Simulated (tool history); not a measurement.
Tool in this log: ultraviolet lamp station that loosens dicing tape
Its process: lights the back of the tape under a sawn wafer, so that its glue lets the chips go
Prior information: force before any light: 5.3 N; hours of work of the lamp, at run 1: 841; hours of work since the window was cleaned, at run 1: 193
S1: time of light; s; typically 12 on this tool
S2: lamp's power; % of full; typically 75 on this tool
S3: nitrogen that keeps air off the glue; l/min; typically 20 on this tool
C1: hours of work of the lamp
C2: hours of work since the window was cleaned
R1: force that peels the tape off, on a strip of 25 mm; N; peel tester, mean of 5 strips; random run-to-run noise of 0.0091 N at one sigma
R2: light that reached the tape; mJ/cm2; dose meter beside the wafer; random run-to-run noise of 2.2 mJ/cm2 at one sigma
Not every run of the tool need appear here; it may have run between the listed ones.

| run | day | S1 | S2 | S3 | C1 | C2 | R1 | R2 |
|---|---|---|---|---|---|---|---|---|
| 1 | 0 | 12 | 75 | 20 | 841 | 193 | 0.886 | 124 |
| 2 | 1.012 | 12 | 75 | 20 | 856 | 207 | 0.919 | 123 |
| 3 | 2.721 | 12 | 75 | 20 | 880 | 231 | 0.96 | 120 |
| 4 | 3.821 | 12 | 75 | 20 | 895 | 246 | 0.953 | 118 |
| 5 | 5.392 | 12 | 75 | 20 | 917 | 269 | 1.013 | 117 |
| 6 | 6.996 | 6 | 75 | 20 | 940 | 291 | 2.267 | 60 |
| 7 | 8.346 | 6 | 75 | 20 | 958 | 310 | 2.301 | 59 |
| 8 | 9.354 | 12 | 75 | 20 | 973 | 324 | 1.094 | 113 |
| 9 | 10.758 | 12 | 75 | 20 | 992 | 344 | 1.081 | 109 |
| 10 | 11.688 | 12 | 75 | 11 | 1005 | 357 | 1.49 | 109 |
| 11 | 13.25 | 12 | 75 | 11 | 1027 | 379 | 1.561 | 106 |
| 12 | 15.258 | 9 | 75 | 11 | 1056 | 407 | 2.144 | 80 |
|  | 15.783 | window cleaned of glue's vapour |
| 13 | 16.338 | 9 | 75 | 8 | 1070 | 8 | 2.502 | 75 |
| 14 | 17.358 | 9 | 75 | 8 | 1085 | 22 | 2.599 | 75 |
|  | 17.558 | lamp changed |
| 15 | 18.788 | 9 | 75 | 8 | 17 | 42 | 1.392 | 134 |
| 16 | 20.121 | 12 | 75 | 35 | 36 | 60 | 0.278 | 179 |
|  | 20.954 | window cleaned of glue's vapour, once more |
| 17 | 21.708 | 12 | 75 | 35 | 58 | 11 | 0.263 | 187 |
| 18 | 22.917 | 12 | 75 | 9 | 75 | 28 | 0.76 | 187 |
| 19 | 24.788 | 12 | 75 | 9 | 101 | 54 | 0.815 | 188 |
| 20 | 26.871 | 12 | 81 | 20 | 130 | 83 | 0.381 | 199 |
| 21 | 28.029 | 12 | 81 | 20 | 147 | 99 | 0.391 | 194 |
| 22 | 29.292 | 12 | 81 | 20 | 164 | 117 | 0.394 | 196 |
| 23 | 30.696 | 12 | 73 | 29 | 184 | 137 | 0.373 | 175 |
| 24 | 32.308 | 12 | 73 | 29 | 207 | 159 | 0.382 | 169 |
| 25 | 33.408 | 12 | 74 | 20 | 222 | 175 | 0.498 | 168 |
| 26 | 35.454 | 12 | 74 | 20 | 251 | 204 | 0.501 | 169 |
| 27 | 36.596 | 12 | 91 | 26 | 267 | 220 | 0.271 | 209 |
| 28 | 37.938 | 7 | 64 | 23 | 286 | 238 | 1.489 | 86 |
| 29 | 39.383 | 8 | 64 | 23 | 306 | 259 | 1.292 | 92 |
| 30 | 41.05 | 11 | 81 | 20 | 330 | 282 | 0.564 | 164 |
| 31 | 42.667 | 11 | 81 | 33 | 352 | 305 | 0.388 | 156 |
| 32 | 44.754 | 9 | 65 | 24 | 382 | 334 | 1.092 | 99 |
| 33 | 46.621 | 22 | 66 | 13 | 408 | 360 | 0.329 | 249 |
| 34 | 47.708 | 12 | 65 | 20 | 423 | 376 | 0.79 | 135 |
| 35 | 49.888 | 15 | 87 | 22 | 454 | 406 | 0.266 | 216 |
|  | 50.446 | window cleaned of glue's vapour |
| 36 | 51.088 | 11 | 65 | 11 | 470 | 9 | 1.286 | 123 |
| 37 | 52.392 | 8 | 97 | 29 | 489 | 27 | 0.643 | 132 |
| 38 | 53.683 | 8 | 88 | 29 | 507 | 45 | 0.755 | 121 |
| 39 | 54.7 | 13 | 66 | 24 | 521 | 60 | 0.605 | 146 |
| 40 | 56.242 | 8 | 60 | 16 | 543 | 81 | 1.847 | 80 |
| 41 | 57.375 | 8 | 60 | 16 | 559 | 97 | 1.82 | 79 |
| 42 | 58.504 | 16 | 60 | 9 | 574 | 113 | 1.057 | 157 |
| 43 | 59.888 | 16 | 60 | 9 | 594 | 133 | 1.085 | 157 |

How would selected steps in R1 from run to run divide? Give the signed amount a tool lacking its hidden state would still show from settings, what came in and random variation, and the signed amount left for the hidden state, including any gauge scatter that is not in both of the compared results.
Hidden conditions of the tool in this case: lamp's light, % of a new lamp's; light that the window lets through, % of a clean one's; drift of the gauge itself on peel_n, %; drift of the gauge itself on dose_mj_cm2, %.
Run 5 -> 6: S1 12 -> 6. R1 +1.254 N: hidden state +0.352, all else +0.902.
Run 7 -> 8: S1 6 -> 12. R1 -1.207 N: hidden state -0.305, all else -0.902.
Run 14 -> 15: lamp changed. R1 -1.207 N: hidden state -1.152, all else -0.055.
Run 27 -> 28: S1 12 -> 7, S2 91 -> 64, S3 26 -> 23. R1 +1.218 N: hidden state +0.205, all else +1.013.
Run 39 -> 40: S1 13 -> 8, S2 66 -> 60, S3 24 -> 16. R1 +1.242 N: hidden state +0.249, all else +0.993.

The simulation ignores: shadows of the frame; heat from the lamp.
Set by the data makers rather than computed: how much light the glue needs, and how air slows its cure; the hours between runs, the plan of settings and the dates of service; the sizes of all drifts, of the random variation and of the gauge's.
